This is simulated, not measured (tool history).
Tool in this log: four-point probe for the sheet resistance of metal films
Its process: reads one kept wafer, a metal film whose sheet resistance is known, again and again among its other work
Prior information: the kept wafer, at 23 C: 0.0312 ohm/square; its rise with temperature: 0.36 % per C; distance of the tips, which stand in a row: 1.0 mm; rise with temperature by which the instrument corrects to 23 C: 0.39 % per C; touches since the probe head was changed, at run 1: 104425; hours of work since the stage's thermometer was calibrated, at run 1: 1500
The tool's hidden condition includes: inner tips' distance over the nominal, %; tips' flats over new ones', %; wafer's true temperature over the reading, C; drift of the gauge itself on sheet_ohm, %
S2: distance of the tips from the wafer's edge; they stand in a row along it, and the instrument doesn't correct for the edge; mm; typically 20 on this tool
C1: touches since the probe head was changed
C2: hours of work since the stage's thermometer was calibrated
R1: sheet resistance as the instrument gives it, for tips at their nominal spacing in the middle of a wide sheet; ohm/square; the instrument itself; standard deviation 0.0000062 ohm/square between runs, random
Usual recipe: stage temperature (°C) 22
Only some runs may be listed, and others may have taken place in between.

{"run": 1, "day": 0.0, "stage temperature (°C)": 22, "S2": 20, "C1": 104425, "C2": 1500, "R1": 0.031247}
{"run": 2, "day": 5.112, "stage temperature (°C)": 22, "S2": 20, "C1": 108670, "C2": 1552, "R1": 0.031247}
{"run": 3, "day": 7.779, "stage temperature (°C)": 22, "S2": 20, "C1": 110881, "C2": 1579, "R1": 0.031267}
{"run": 4, "day": 12.721, "stage temperature (°C)": 22, "S2": 20, "C1": 114983, "C2": 1629, "R1": 0.031261}
{"run": 5, "day": 17.25, "stage temperature (°C)": 22, "S2": 11, "C1": 118745, "C2": 1675, "R1": 0.031355}
{"run": 6, "day": 19.542, "stage temperature (°C)": 22, "S2": 20, "C1": 120647, "C2": 1698, "R1": 0.031257}
{"day": 19.933, "done": "stage's thermometer calibrated"}
{"run": 7, "day": 24.55, "stage temperature (°C)": 22, "S2": 20, "C1": 124785, "C2": 47, "R1": 0.031251}
{"run": 8, "day": 29.004, "stage temperature (°C)": 22, "S2": 20, "C1": 128481, "C2": 92, "R1": 0.031262}
{"run": 9, "day": 33.446, "stage temperature (°C)": 22, "S2": 20, "C1": 132170, "C2": 137, "R1": 0.031249}
{"run": 10, "day": 36.533, "stage temperature (°C)": 22, "S2": 20, "C1": 134732, "C2": 169, "R1": 0.031241}
{"run": 11, "day": 40.996, "stage temperature (°C)": 19, "S2": 20, "C1": 138436, "C2": 214, "R1": 0.031269}
{"run": 12, "day": 46.15, "stage temperature (°C)": 19, "S2": 20, "C1": 142715, "C2": 266, "R1": 0.031268}
{"run": 13, "day": 49.296, "stage temperature (°C)": 22, "S2": 20, "C1": 145327, "C2": 298, "R1": 0.031249}
{"run": 14, "day": 52.35, "stage temperature (°C)": 22, "S2": 20, "C1": 147861, "C2": 330, "R1": 0.031244}
{"run": 15, "day": 54.742, "stage temperature (°C)": 22, "S2": 12, "C1": 149845, "C2": 354, "R1": 0.031326}
{"run": 16, "day": 56.992, "stage temperature (°C)": 22, "S2": 12, "C1": 151713, "C2": 377, "R1": 0.031326}
{"run": 17, "day": 60.3, "stage temperature (°C)": 22, "S2": 35, "C1": 154459, "C2": 410, "R1": 0.031234}
{"run": 18, "day": 65.617, "stage temperature (°C)": 22, "S2": 15, "C1": 158872, "C2": 464, "R1": 0.031284}
{"day": 69.158, "done": "new probe head fitted"}
{"run": 19, "day": 70.833, "stage temperature (°C)": 20, "S2": 20, "C1": 1388, "C2": 517, "R1": 0.031259}
{"run": 20, "day": 74.25, "stage temperature (°C)": 20, "S2": 20, "C1": 4224, "C2": 552, "R1": 0.03126}
{"run": 21, "day": 77.354, "stage temperature (°C)": 20, "S2": 20, "C1": 6801, "C2": 583, "R1": 0.03127}
{"run": 22, "day": 79.862, "stage temperature (°C)": 20, "S2": 39, "C1": 8884, "C2": 609, "R1": 0.031244}
{"run": 23, "day": 84.05, "stage temperature (°C)": 20, "S2": 39, "C1": 12359, "C2": 651, "R1": 0.031237}
{"run": 24, "day": 86.742, "stage temperature (°C)": 23, "S2": 30, "C1": 14592, "C2": 679, "R1": 0.031228}
{"run": 25, "day": 88.946, "stage temperature (°C)": 28, "S2": 3, "C1": 16424, "C2": 701, "R1": 0.032913}
{"run": 26, "day": 93.992, "stage temperature (°C)": 26, "S2": 4, "C1": 20610, "C2": 752, "R1": 0.0322}
{"run": 27, "day": 98.421, "stage temperature (°C)": 31, "S2": 8, "C1": 24287, "C2": 797, "R1": 0.031393}
{"run": 28, "day": 103.529, "stage temperature (°C)": 22, "S2": 6, "C1": 28528, "C2": 849, "R1": 0.031674}
{"run": 29, "day": 108.371, "stage temperature (°C)": 22, "S2": 6, "C1": 32545, "C2": 899, "R1": 0.031679}
{"run": 30, "day": 113.383, "stage temperature (°C)": 22, "S2": 6, "C1": 36709, "C2": 950, "R1": 0.031664}
{"run": 31, "day": 117.308, "stage temperature (°C)": 28, "S2": 4, "C1": 39964, "C2": 989, "R1": 0.03218}
{"run": 32, "day": 119.879, "stage temperature (°C)": 27, "S2": 9, "C1": 42100, "C2": 1016, "R1": 0.031382}
{"run": 33, "day": 122.175, "stage temperature (°C)": 35, "S2": 9, "C1": 44005, "C2": 1039, "R1": 0.031326}
{"run": 34, "day": 127.075, "stage temperature (°C)": 22, "S2": 68, "C1": 48073, "C2": 1089, "R1": 0.031221}
{"run": 35, "day": 131.512, "stage temperature (°C)": 24, "S2": 68, "C1": 51757, "C2": 1134, "R1": 0.031204}
{"run": 36, "day": 136.233, "stage temperature (°C)": 22, "S2": 64, "C1": 55672, "C2": 1182, "R1": 0.031217}
{"run": 37, "day": 141.2, "stage temperature (°C)": 33, "S2": 8, "C1": 59795, "C2": 1232, "R1": 0.031385}
{"run": 38, "day": 144.396, "stage temperature (°C)": 33, "S2": 8, "C1": 62449, "C2": 1265, "R1": 0.031386}
{"run": 39, "day": 147.5, "stage temperature (°C)": 33, "S2": 8, "C1": 65025, "C2": 1296, "R1": 0.031405}
{"run": 40, "day": 151.5, "stage temperature (°C)": 31, "S2": 47, "C1": 68344, "C2": 1337, "R1": 0.031158}

What does the tool deliver on the next run?
{"run": 41, "day": 155.171, "stage temperature (°C)": 24, "S2": 63, "C1": 71394, "C2": 1374, "R1": "?"}

R1: 0.031197 ohm/square
Without the tool's hidden state the same run would have given R1 0.031194 ohm/square.
